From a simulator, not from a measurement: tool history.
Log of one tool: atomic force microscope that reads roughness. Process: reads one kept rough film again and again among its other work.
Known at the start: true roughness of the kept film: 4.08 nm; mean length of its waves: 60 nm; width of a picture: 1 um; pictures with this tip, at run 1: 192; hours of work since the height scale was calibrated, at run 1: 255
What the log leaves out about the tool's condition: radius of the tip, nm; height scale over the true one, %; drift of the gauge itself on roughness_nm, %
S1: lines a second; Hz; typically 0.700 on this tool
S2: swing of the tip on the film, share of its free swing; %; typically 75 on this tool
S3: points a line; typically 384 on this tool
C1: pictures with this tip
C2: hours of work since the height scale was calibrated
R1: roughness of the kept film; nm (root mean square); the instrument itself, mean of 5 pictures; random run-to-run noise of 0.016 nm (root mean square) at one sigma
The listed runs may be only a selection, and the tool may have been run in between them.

run,hour,S1,S2,S3,C1,C2,R1
1,0.0,0.700,75,384,192,255,3.445
2,10.4,0.700,75,309,205,262,3.404
# hour 12.5: new tip fitted
3,18.9,0.700,75,384,8,267,3.788
4,30.9,0.700,75,384,23,276,3.776
5,42.1,0.700,75,384,37,283,3.697
6,52.7,0.700,75,384,50,290,3.711
7,60.7,0.700,65,384,60,296,3.699
8,78.7,0.700,65,384,82,308,3.666
# hour 81.2: height scale calibrated on a step standard
9,93.9,0.700,71,384,100,9,3.610
10,103.8,0.700,71,384,112,15,3.602
11,114.5,1.539,71,384,126,23,3.503
12,122.1,1.539,71,384,135,28,3.471
13,132.3,2.635,88,307,148,35,3.190
# hour 140.4: height scale calibrated on a step standard, once more
14,147.9,3.552,63,470,166,5,3.395
15,155.8,3.996,63,572,176,10,3.358

5 options for the next run, each taken on its own from the tool as it stands now. Forecast them:
A,172.2,0.700,58,515,196,22,?
B,172.2,0.509,75,384,196,22,?
C,172.2,2.545,75,384,196,22,?
D,172.2,0.502,57,831,196,22,?
E,172.2,2.867,75,572,196,22,?

run,R1
A,3.431
B,3.422
C,3.297
D,3.477
E,3.247
Take away the tool's hidden state, keep each run's random variation, and the runs would have read:
run,R1
A,3.863
B,3.853
C,3.711
D,3.914
E,3.657
